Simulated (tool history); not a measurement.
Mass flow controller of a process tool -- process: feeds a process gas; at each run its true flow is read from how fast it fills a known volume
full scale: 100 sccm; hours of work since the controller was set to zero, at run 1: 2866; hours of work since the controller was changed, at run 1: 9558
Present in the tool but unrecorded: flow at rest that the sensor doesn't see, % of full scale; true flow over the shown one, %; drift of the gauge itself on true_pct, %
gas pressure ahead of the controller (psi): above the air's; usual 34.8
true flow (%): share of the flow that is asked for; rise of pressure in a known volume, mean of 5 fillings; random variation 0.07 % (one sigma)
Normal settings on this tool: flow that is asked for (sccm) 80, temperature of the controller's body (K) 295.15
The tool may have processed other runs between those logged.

run	hour	flow that is asked for (sccm)	gas pressure ahead of the controller (psi)	temperature of the controller's body (K)	hours of work since the controller was set to zero	hours of work since the controller was changed	true flow (%)
1	0.0	80	34.8	295.15	2866	9558	94.94
2	219.6	80	33.9	295.15	3014	9706	94.91
3	473.6	80	33.9	295.15	3186	9877	94.81
4	686.9	80	33.9	302.15	3330	10022	95.27
5	966.0	80	34.8	295.15	3518	10210	94.46
6	1139.6	80	24.5	295.15	3636	10327	94.59
7	1311.2	80	24.2	295.15	3752	10443	94.52
8	1533.2	80	24.2	295.15	3902	10593	94.49
9	1712.6	80	34.8	298.15	4023	10714	94.40
10	2021.8	80	34.8	298.15	4232	10923	94.37
11	2366.0	80	34.8	309.15	4464	11156	95.11
12	2537.4	80	34.8	309.15	4580	11272	95.21
13	2737.9	80	34.8	309.15	4715	11407	95.11
14	2974.9	80	34.8	310.15	4875	11567	95.12
15	3237.1	80	34.8	304.15	5053	11744	94.41
16	3583.4	80	34.8	304.15	5287	11978	94.13
17	3917.9	80	34.8	304.15	5512	12204	94.06
18	4155.4	80	34.8	304.15	5673	12365	93.99
19	4361.0	80	34.8	304.15	5812	12504	93.77
20	4684.5	80	31.8	304.15	6030	12722	93.90
21	4971.3	15	33.5	298.15	6224	12916	84.86
# hour 5139.1: controller's zero set anew
22	5320.3	15	33.5	298.15	122	13151	94.06
23	5484.8	15	40.6	296.15	233	13262	93.41
24	5816.5	52	22.5	305.15	458	13486	95.13
25	6131.8	69	29.3	293.15	671	13699	93.97
# hour 6283.6: controller exchanged for a calibrated one
26	6344.2	69	29.3	293.15	41	41	99.25
27	6593.4	69	29.3	293.15	209	209	99.00
28	6853.1	80	34.8	296.15	385	385	99.24
29	7042.4	80	34.8	296.15	513	513	99.06
30	7385.2	80	21.2	307.15	744	744	100.41
31	7656.5	80	21.2	307.15	927	927	100.26
32	7933.8	23	26.8	307.15	1115	1115	98.51
33	8243.6	23	26.8	307.15	1324	1324	98.35
34	8605.1	23	26.8	307.15	1568	1568	98.08
35	8758.7	80	34.8	299.15	1672	1672	98.66
36	9077.9	80	39.9	300.15	1888	1888	98.54
37	9413.5	32	39.0	297.15	2114	2114	96.62
38	9605.7	32	39.0	297.15	2244	2244	96.50
39	9891.1	32	24.5	301.15	2437	2437	97.04

What if the next run were any one of these 5? Each begins from the tool's condition after run 39:
A	10162.5	14	28.4	304.15	2620	2620	?
B	10162.5	32	31.6	313.15	2620	2620	?
C	10162.5	80	38.0	305.15	2620	2620	?
D	10162.5	80	21.6	295.15	2620	2620	?
E	10162.5	80	36.7	307.15	2620	2620	?

run	true flow (%)
A	94.58
B	97.96
C	98.51
D	97.93
E	98.77
Take away the tool's hidden state, keep each run's random variation, and the runs would have read:
run	true flow (%)
A	99.85
B	100.79
C	100.21
D	99.62
E	100.46

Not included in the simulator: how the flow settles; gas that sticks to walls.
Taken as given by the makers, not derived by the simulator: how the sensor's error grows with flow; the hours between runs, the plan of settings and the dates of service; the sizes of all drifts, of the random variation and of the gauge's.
